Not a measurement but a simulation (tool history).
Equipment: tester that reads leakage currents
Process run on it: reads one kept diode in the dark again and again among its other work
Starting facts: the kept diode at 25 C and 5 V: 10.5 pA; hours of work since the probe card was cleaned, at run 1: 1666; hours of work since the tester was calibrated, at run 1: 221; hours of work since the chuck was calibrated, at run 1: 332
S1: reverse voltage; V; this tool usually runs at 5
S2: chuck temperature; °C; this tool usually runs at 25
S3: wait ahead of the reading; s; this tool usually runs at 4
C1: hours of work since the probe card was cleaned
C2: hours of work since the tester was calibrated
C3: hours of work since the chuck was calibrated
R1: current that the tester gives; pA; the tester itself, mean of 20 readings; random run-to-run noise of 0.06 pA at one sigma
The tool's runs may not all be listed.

Run 1, hour 0: usual settings; C1 1666; C2 221; C3 332. Result: R1 16.99 pA.
Run 2, hour 51.5: usual settings but S2 26 °C; C1 1703; C2 258; C3 369. Result: R1 18.04 pA.
Run 3, hour 81.5: usual settings but S3 4.9 s; C1 1725; C2 280; C3 391. Result: R1 17.17 pA.
Run 4, hour 111.4: usual settings but S3 4.9 s; C1 1747; C2 301; C3 413. Result: R1 17.45 pA.
Run 5, hour 138: usual settings but S3 4.9 s; C1 1766; C2 321; C3 432. Result: R1 17.34 pA.
Run 6, hour 165.8: usual settings but S3 4.9 s; C1 1786; C2 341; C3 452. Result: R1 17.46 pA.
Run 7, hour 198.7: usual settings but S3 4.9 s; C1 1810; C2 364; C3 476. Result: R1 17.52 pA.
Run 8, hour 251.3: usual settings but S2 52 °C; C1 1848; C2 402; C3 514. Result: R1 86.58 pA.
Run 9, hour 283: usual settings but S1 10.66 V; C1 1871; C2 425; C3 537. Result: R1 29.62 pA.
Run 10, hour 339.1: usual settings but S1 12.52 V; C1 1911; C2 466; C3 577. Result: R1 33.85 pA.
Run 11, hour 396.4: usual settings but S1 12.52 V; C1 1953; C2 507; C3 619. Result: R1 34.3 pA.
Run 12, hour 432.5: usual settings; C1 1979; C2 533; C3 645. Result: R1 18.36 pA.
Run 13, hour 488.1: usual settings but S1 3.36 V; C1 2019; C2 574; C3 685. Result: R1 14.55 pA.
Run 14, hour 545.7: usual settings; C1 2060; C2 615; C3 726. Result: R1 18.77 pA.
Run 15, hour 598.7: usual settings; C1 2099; C2 654; C3 765. Result: R1 18.97 pA.
Run 16, hour 623.6: usual settings; C1 2117; C2 672; C3 783. Result: R1 19.04 pA.
Run 17, hour 655.3: usual settings; C1 2140; C2 694; C3 806. Result: R1 19.11 pA.
Run 18, hour 686.7: usual settings but S3 0.39 s; C1 2162; C2 717; C3 828. Result: R1 22.86 pA.
Run 19, hour 728.1: usual settings but S2 32 °C, S3 0.39 s; C1 2192; C2 747; C3 858. Result: R1 31.34 pA.
Run 20, hour 753.5: usual settings but S2 32 °C, S3 0.39 s; C1 2211; C2 765; C3 877. Result: R1 31.26 pA.
Run 21, hour 795.1: usual settings but S2 32 °C, S3 0.39 s; C1 2241; C2 795; C3 907. Result: R1 31.42 pA.
Run 22, hour 832.6: usual settings but S2 35 °C; C1 2268; C2 823; C3 934. Result: R1 32.82 pA.
Run 23, hour 867.7: usual settings but S1 13.26 V, S2 48 °C; C1 2293; C2 848; C3 959. Result: R1 116.08 pA.
Run 24, hour 912.3: usual settings but S2 30 °C, S3 0.55 s; C1 2325; C2 880; C3 991. Result: R1 28 pA.
Run 25, hour 950.6: usual settings but S1 11.8 V, S2 30 °C, S3 0.55 s; C1 2353; C2 908; C3 1019. Result: R1 50.32 pA.
Run 26, hour 989.6: usual settings but S3 9.16 s; C1 2381; C2 936; C3 1047. Result: R1 19.84 pA.
Run 27, hour 1034.2: usual settings but S3 9.16 s; C1 2414; C2 968; C3 1080. Result: R1 20.04 pA.
Run 28, hour 1061.2: usual settings but S3 9.16 s; C1 2433; C2 988; C3 1099. Result: R1 20.15 pA.
Run 29, hour 1084.3: usual settings but S3 9.16 s; C1 2450; C2 1005; C3 1116. Result: R1 20.24 pA.
Run 30, hour 1117: usual settings but S3 9.16 s; C1 2473; C2 1028; C3 1139. Result: R1 20.39 pA.
Run 31, hour 1164.1: usual settings but S1 10.8 V, S3 0.89 s; C1 2507; C2 1062; C3 1173. Result: R1 38.76 pA.
Run 32, hour 1200.3: usual settings but S1 7 V, S2 49 °C, S3 0.89 s; C1 2534; C2 1088; C3 1200. Result: R1 93.91 pA.
At hour 1211.2: probe card cleaned and baked.
Run 33, hour 1228.3: usual settings but S1 1.51 V, S2 49 °C, S3 0.89 s; C1 12; C2 1106; C3 1218. Result: R1 42.48 pA.
Run 34, hour 1265.6: usual settings but S1 1.51 V, S2 49 °C, S3 0.89 s; C1 39; C2 1133; C3 1245. Result: R1 42.74 pA.
Run 35, hour 1288.9: usual settings but S1 1.51 V, S2 49 °C, S3 0.89 s; C1 56; C2 1150; C3 1261. Result: R1 42.95 pA.
Run 36, hour 1314.3: usual settings but S2 52 °C, S3 1.88 s; C1 75; C2 1169; C3 1280. Result: R1 85.82 pA.
Run 37, hour 1363.5: usual settings but S2 52 °C, S3 1.88 s; C1 110; C2 1204; C3 1315. Result: R1 85.9 pA.
Run 38, hour 1417.9: usual settings but S2 52 °C, S3 1.88 s; C1 149; C2 1243; C3 1355. Result: R1 86.22 pA.
Run 39, hour 1443.1: usual settings but S2 52 °C, S3 1.88 s; C1 168; C2 1262; C3 1373. Result: R1 86.28 pA.
Run 40, hour 1495.3: usual settings but S1 7.28 V, S2 24 °C, S3 5.7 s; C1 205; C2 1299; C3 1411. Result: R1 14.42 pA.
Run 41, hour 1552.4: usual settings but S1 2.28 V, S2 39 °C, S3 2.61 s; C1 247; C2 1341; C3 1452. Result: R1 25.57 pA.

Predict each of these 3 candidate next runs independently; none follows another, all start after run 41:
Run A, hour 1597.6: usual settings but S1 8.84 V; C1 279; C2 1373; C3 1485. Result: R1 ?.
Run B, hour 1597.6: usual settings but S1 8.3 V, S2 30 °C, S3 0.94 s; C1 279; C2 1373; C3 1485. Result: R1 ?.
Run C, hour 1597.6: usual settings but S1 2.56 V, S2 45 °C, S3 6.95 s; C1 279; C2 1373; C3 1485. Result: R1 ?.

run     R1
  A  17.57
  B  26.19
  C  40.84
With no hidden state in the tool, these same runs would have given:
run     R1
  A  14.06
  B  22.19
  C  36.44
